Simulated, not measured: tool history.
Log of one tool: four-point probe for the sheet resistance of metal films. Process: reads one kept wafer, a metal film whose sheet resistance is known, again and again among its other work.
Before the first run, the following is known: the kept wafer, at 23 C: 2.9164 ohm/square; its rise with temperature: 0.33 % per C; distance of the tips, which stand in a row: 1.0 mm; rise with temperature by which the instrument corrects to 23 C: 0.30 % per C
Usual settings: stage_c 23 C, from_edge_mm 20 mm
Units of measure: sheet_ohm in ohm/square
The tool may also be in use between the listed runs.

run,hour,stage_c,from_edge_mm,sheet_ohm
1,0.0,23,20,2.920290
2,129.4,32,20,2.926742
3,189.9,32,20,2.926853
4,291.8,18,20,2.917005
5,355.1,18,20,2.916826
6,418.0,18,20,2.916200
7,502.6,23,5,2.977946
8,611.6,23,20,2.920379
9,749.3,23,20,2.920162
10,819.3,23,40,2.917243

Run 11, settings as shown, results not yet in. Your forecast:
11,912.7,34,26,?

sheet_ohm: 2.926688 ohm/square
Had the tool carried no hidden state, the very same run would have given sheet_ohm 2.926694 ohm/square.
